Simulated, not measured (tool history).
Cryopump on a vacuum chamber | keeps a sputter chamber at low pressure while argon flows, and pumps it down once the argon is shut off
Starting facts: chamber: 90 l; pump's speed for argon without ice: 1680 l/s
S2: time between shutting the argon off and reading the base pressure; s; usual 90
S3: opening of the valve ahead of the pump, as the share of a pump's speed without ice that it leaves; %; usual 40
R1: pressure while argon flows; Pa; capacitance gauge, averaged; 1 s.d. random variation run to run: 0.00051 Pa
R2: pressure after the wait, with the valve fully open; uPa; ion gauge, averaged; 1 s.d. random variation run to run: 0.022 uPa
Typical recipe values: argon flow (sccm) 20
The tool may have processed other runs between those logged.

Run 1, hour 0: usual settings. Result: R1 0.0541 Pa, R2 2.74 uPa.
Run 2, hour 56.1: usual settings but S2 67 s. Result: R1 0.0542 Pa, R2 2.86 uPa.
Run 3, hour 114.5: usual settings but S2 67 s, S3 23 %. Result: R1 0.0914 Pa, R2 2.94 uPa.
Run 4, hour 167: usual settings. Result: R1 0.0545 Pa, R2 2.82 uPa.
Run 5, hour 202.7: usual settings. Result: R1 0.0546 Pa, R2 3 uPa.
At hour 210.6: leaking fittings of the chamber tightened, without venting.
Run 6, hour 261.7: usual settings. Result: R1 0.0539 Pa, R2 0.65 uPa.
Run 7, hour 333.3: usual settings. Result: R1 0.0551 Pa, R2 0.67 uPa.
Run 8, hour 377.7: usual settings. Result: R1 0.0547 Pa, R2 0.71 uPa.
Run 9, hour 416.3: usual settings. Result: R1 0.0563 Pa, R2 0.71 uPa.
Run 10, hour 476.9: usual settings. Result: R1 0.0556 Pa, R2 0.8 uPa.
Run 11, hour 521.2: usual settings but S2 112 s, S3 27 %. Result: R1 0.0795 Pa, R2 0.77 uPa.
Run 12, hour 584.6: usual settings but argon flow (sccm) 33, S2 67 s, S3 31 %. Result: R1 0.1165 Pa, R2 1 uPa.
Run 13, hour 656.9: usual settings but argon flow (sccm) 21, S3 35 %. Result: R1 0.0679 Pa, R2 0.9 uPa.
Run 14, hour 705.1: usual settings but argon flow (sccm) 21, S3 35 %. Result: R1 0.0672 Pa, R2 0.98 uPa.
Run 15, hour 744: usual settings but argon flow (sccm) 21, S2 21 s, S3 33 %. Result: R1 0.0719 Pa, R2 2.13 uPa.
Run 16, hour 793.9: usual settings but argon flow (sccm) 21, S2 21 s, S3 33 %. Result: R1 0.0713 Pa, R2 2.23 uPa.
Run 17, hour 835.2: usual settings but argon flow (sccm) 37, S2 67 s. Result: R1 0.1081 Pa, R2 1.22 uPa.
At hour 857.3: pump warmed up, emptied and cooled again.
Run 18, hour 887: usual settings but argon flow (sccm) 17, S2 201 s, S3 16 %. Result: R1 0.1066 Pa, R2 0.74 uPa.
Run 19, hour 947.2: usual settings but argon flow (sccm) 30, S2 115 s, S3 46 %. Result: R1 0.0662 Pa, R2 0.87 uPa.
Run 20, hour 1004.3: usual settings but argon flow (sccm) 11, S2 23 s, S3 31 %. Result: R1 0.0369 Pa, R2 2.13 uPa.

Below are 5 alternative next runs, each starting from the tool's condition after run 20. Predict each:
Run A, hour 1035.6: usual settings but argon flow (sccm) 11, S2 56 s, S3 19 %. Result: R1 ?, R2 ?.
Run B, hour 1035.6: usual settings but argon flow (sccm) 10, S2 28 s, S3 22 %. Result: R1 ?, R2 ?.
Run C, hour 1035.6: usual settings but S2 129 s. Result: R1 ?, R2 ?.
Run D, hour 1035.6: usual settings but S3 45 %. Result: R1 ?, R2 ?.
Run E, hour 1035.6: usual settings but argon flow (sccm) 10, S2 34 s, S3 31 %. Result: R1 ?, R2 ?.

run      R1    R2
  A  0.0582  1.26
  B  0.0465  1.82
  C  0.0512  0.92
  D   0.046  1.02
  E  0.0327  1.69
With no hidden state in the tool, these same runs would have given:
run      R1    R2
  A  0.0577  0.79
  B   0.046  1.34
  C  0.0503  0.44
  D  0.0451  0.54
  E  0.0323   1.2
